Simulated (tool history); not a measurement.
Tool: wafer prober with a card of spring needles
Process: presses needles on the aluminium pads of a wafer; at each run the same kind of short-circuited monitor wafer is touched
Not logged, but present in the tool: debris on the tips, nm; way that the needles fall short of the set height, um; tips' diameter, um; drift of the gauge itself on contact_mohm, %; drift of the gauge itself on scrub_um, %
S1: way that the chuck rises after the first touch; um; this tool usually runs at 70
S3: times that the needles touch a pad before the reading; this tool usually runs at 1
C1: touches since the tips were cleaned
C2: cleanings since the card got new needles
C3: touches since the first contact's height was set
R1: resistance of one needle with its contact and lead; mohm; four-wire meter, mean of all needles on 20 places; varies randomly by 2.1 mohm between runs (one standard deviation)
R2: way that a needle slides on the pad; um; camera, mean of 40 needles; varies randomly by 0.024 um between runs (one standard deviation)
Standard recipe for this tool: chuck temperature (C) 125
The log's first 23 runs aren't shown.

Run 24, hour 169.8: usual settings but S1 52 um, chuck temperature (C) 42; C1 7592; C2 17; C3 150904. Result: R1 453 mohm, R2 9.25 um.
At hour 171.3: tips cleaned on abrasive film.
Run 25, hour 175.9: usual settings but S1 82 um; C1 1596; C2 18; C3 152975. Result: R1 271 mohm, R2 14.79 um.
Run 26, hour 180.2: usual settings but S1 55 um; C1 3077; C2 18; C3 154456. Result: R1 369 mohm, R2 9.71 um.
Run 27, hour 184.6: usual settings but S1 63 um, chuck temperature (C) 27; C1 4620; C2 18; C3 155999. Result: R1 367 mohm, R2 11.22 um.
Run 28, hour 189.3: usual settings but S1 87 um, chuck temperature (C) 66; C1 6251; C2 18; C3 157630. Result: R1 301 mohm, R2 15.69 um.
Run 29, hour 193.6: usual settings but S1 75 um, chuck temperature (C) 66; C1 7708; C2 18; C3 159087. Result: R1 340 mohm, R2 13.44 um.
At hour 195.1: tips cleaned on abrasive film.
At hour 195.4: height of the first contact set anew.
Run 30, hour 200.6: usual settings but chuck temperature (C) 50; C1 1823; C2 19; C3 1823. Result: R1 281 mohm, R2 12.92 um.
Run 31, hour 204.9: usual settings but S1 59 um, chuck temperature (C) 42; C1 3294; C2 19; C3 3294. Result: R1 344 mohm, R2 10.92 um.
Run 32, hour 212.2: usual settings but S1 59 um, chuck temperature (C) 42; C1 5835; C2 19; C3 5835. Result: R1 383 mohm, R2 10.92 um.
At hour 218.7: tips cleaned on abrasive film.
Run 33, hour 220.4: usual settings but chuck temperature (C) 43, S3 2; C1 622; C2 20; C3 8644. Result: R1 235 mohm, R2 12.95 um.

Expected results for the next run?
Run 34, hour 229.8: usual settings but chuck temperature (C) 43, S3 2; C1 3876; C2 20; C3 11898. Result: R1 ?, R2 ?.

{"run 34": {"R1": 273, "R2": 12.96}}
If the tool had no hidden condition, the same run with the same run-to-run variation would have returned R1 204 mohm, R2 12.97 um.
